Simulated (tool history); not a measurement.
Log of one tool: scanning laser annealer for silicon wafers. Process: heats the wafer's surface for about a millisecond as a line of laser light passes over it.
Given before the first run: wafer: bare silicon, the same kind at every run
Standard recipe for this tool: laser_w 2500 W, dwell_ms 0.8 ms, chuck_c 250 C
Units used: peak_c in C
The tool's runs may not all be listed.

run	day	laser_w	dwell_ms	chuck_c	peak_c
1	0	2500	0.8	250	975
# day 0.283: window over the wafer cleaned
2	0.521	2500	0.8	250	1003
3	0.95	2500	0.665	250	927
4	1.229	2500	0.8	252	1000
5	1.479	2500	0.567	250	869
6	1.708	2500	0.567	250	867
7	2.062	2500	0.567	250	868
8	2.471	2500	0.567	250	870
9	2.946	2500	0.86	250	1032
10	3.379	2500	0.8	218	964
11	3.729	2500	0.8	218	966
12	3.962	2500	0.8	218	965
13	4.467	2500	0.8	218	968
14	4.775	2707	0.64	218	930
15	5.125	2395	0.64	266	894
16	5.558	2384	0.562	254	838
17	6.029	2500	0.719	211	915
18	6.3	2338	0.719	211	870

3 ways to go on from here, each from the tool as it stands after run 18. What would each give?
A	6.662	2558	0.719	259	?
B	6.662	2500	0.673	260	?
C	6.662	2681	0.8	285	?

run	peak_c
A	979
B	933
C	1086
Without the tool's hidden state the same runs would have given:
run	peak_c
A	995
B	949
C	1104

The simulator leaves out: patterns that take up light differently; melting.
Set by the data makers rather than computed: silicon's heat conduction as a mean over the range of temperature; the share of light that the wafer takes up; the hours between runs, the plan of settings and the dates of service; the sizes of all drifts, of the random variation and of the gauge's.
